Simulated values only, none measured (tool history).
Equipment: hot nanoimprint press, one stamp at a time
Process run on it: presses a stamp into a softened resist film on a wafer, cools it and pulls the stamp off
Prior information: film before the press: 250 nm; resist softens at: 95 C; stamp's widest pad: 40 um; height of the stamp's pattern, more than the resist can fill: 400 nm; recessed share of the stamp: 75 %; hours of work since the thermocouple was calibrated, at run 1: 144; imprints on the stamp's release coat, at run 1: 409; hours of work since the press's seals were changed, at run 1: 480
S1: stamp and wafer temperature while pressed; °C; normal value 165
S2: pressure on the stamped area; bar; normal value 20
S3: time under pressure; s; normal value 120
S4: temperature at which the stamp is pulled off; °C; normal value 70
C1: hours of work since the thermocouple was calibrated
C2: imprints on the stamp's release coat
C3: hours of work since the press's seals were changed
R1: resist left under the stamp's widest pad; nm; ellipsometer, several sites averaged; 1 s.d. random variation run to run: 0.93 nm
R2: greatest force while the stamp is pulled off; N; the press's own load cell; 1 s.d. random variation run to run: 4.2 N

Run 1, hour 0: usual settings; C1 144; C2 409; C3 480. Result: R1 133 nm, R2 237 N.
Run 2, hour 18.9: usual settings; C1 157; C2 476; C3 493. Result: R1 133.8 nm, R2 235 N.
Run 3, hour 47.1: usual settings; C1 178; C2 577; C3 514. Result: R1 133.2 nm, R2 250 N.
Run 4, hour 60.5: usual settings; C1 187; C2 624; C3 523. Result: R1 133.7 nm, R2 256 N.
At hour 76.1: stamp cleaned and given a new release coat.
Run 5, hour 93.7: usual settings; C1 207; C2 63; C3 543. Result: R1 135.1 nm, R2 213 N.
Run 6, hour 116.6: usual settings; C1 223; C2 144; C3 559. Result: R1 135.2 nm, R2 216 N.
Run 7, hour 136.1: usual settings; C1 237; C2 213; C3 573. Result: R1 134 nm, R2 225 N.
At hour 140.5: plate thermocouple calibrated.
Run 8, hour 160.1: usual settings; C1 14; C2 288; C3 588. Result: R1 136.9 nm, R2 228 N.
Run 9, hour 177.3: usual settings but S3 145 s; C1 26; C2 349; C3 601. Result: R1 126.8 nm, R2 230 N.
Run 10, hour 191.9: usual settings but S1 166 °C; C1 37; C2 401; C3 611. Result: R1 132.3 nm, R2 243 N.
Run 11, hour 215.1: usual settings but S1 166 °C; C1 54; C2 484; C3 628. Result: R1 133.1 nm, R2 247 N.
Run 12, hour 239.9: usual settings but S3 157 s; C1 71; C2 572; C3 646. Result: R1 126 nm, R2 256 N.
Run 13, hour 255.1: usual settings but S3 157 s; C1 82; C2 626; C3 657. Result: R1 124.2 nm, R2 250 N.
At hour 265.1: plate thermocouple calibrated, once more.
At hour 274: stamp cleaned and given a new release coat.
Run 14, hour 284.9: usual settings but S3 161 s, S4 72 °C; C1 10; C2 39; C3 671. Result: R1 116.9 nm, R2 192 N.
Run 15, hour 307.7: usual settings but S1 154 °C, S2 12.5 bar, S3 177 s, S4 62 °C; C1 26; C2 120; C3 688. Result: R1 179.7 nm, R2 258 N.
Run 16, hour 332.1: usual settings but S1 154 °C, S2 12.5 bar, S3 177 s, S4 62 °C; C1 44; C2 207; C3 705. Result: R1 183.8 nm, R2 281 N.
Run 17, hour 347.3: usual settings but S2 13.9 bar; C1 55; C2 261; C3 716. Result: R1 147.1 nm, R2 222 N.
Run 18, hour 370: usual settings but S2 13 bar, S3 185 s, S4 62 °C; C1 71; C2 341; C3 732. Result: R1 130.4 nm, R2 290 N.
Run 19, hour 395.6: usual settings but S1 158 °C, S2 20.4 bar, S3 185 s, S4 62 °C; C1 89; C2 433; C3 751. Result: R1 139.3 nm, R2 301 N.
Run 20, hour 407.9: usual settings but S1 154 °C, S4 68 °C; C1 98; C2 476; C3 760. Result: R1 179.3 nm, R2 258 N.
Run 21, hour 419.6: usual settings but S1 154 °C, S4 68 °C; C1 107; C2 518; C3 768. Result: R1 177.9 nm, R2 257 N.
Run 22, hour 433: usual settings but S2 23.6 bar; C1 116; C2 565; C3 778. Result: R1 125.7 nm, R2 247 N.
Run 23, hour 453.9: usual settings but S1 166 °C, S2 27.2 bar, S3 169 s; C1 131; C2 640; C3 793. Result: R1 100.9 nm, R2 251 N.

5 options for the next run, each taken on its own from the tool as it stands now. Forecast them:
At hour 465.3: stamp cleaned and given a new release coat.
Run A, hour 474.4: usual settings but S2 13.9 bar; C1 142; C2 32; C3 803. Result: R1 ?, R2 ?.
At hour 465.3: stamp cleaned and given a new release coat.
Run B, hour 474.4: usual settings but S2 12.7 bar; C1 142; C2 32; C3 803. Result: R1 ?, R2 ?.
At hour 465.3: stamp cleaned and given a new release coat.
Run C, hour 474.4: usual settings but S2 22.5 bar, S3 93 s, S4 72 °C; C1 142; C2 32; C3 803. Result: R1 ?, R2 ?.
At hour 465.3: stamp cleaned and given a new release coat.
Run D, hour 474.4: usual settings but S1 166 °C, S2 27.2 bar, S3 169 s, S4 64 °C; C1 142; C2 32; C3 803. Result: R1 ?, R2 ?.
At hour 465.3: stamp cleaned and given a new release coat.
Run E, hour 474.4: usual settings but S2 23.4 bar, S4 57 °C; C1 142; C2 32; C3 803. Result: R1 ?, R2 ?.

run     R1   R2
  A  148.8  211
  B  154.7  205
  C  138.8  190
  D  100.4  245
  E    125  285
Take away the tool's hidden state, keep each run's random variation, and the runs would have read:
run     R1   R2
  A  147.2  208
  B  153.1  203
  C  136.3  188
  D   97.8  242
  E  122.4  281
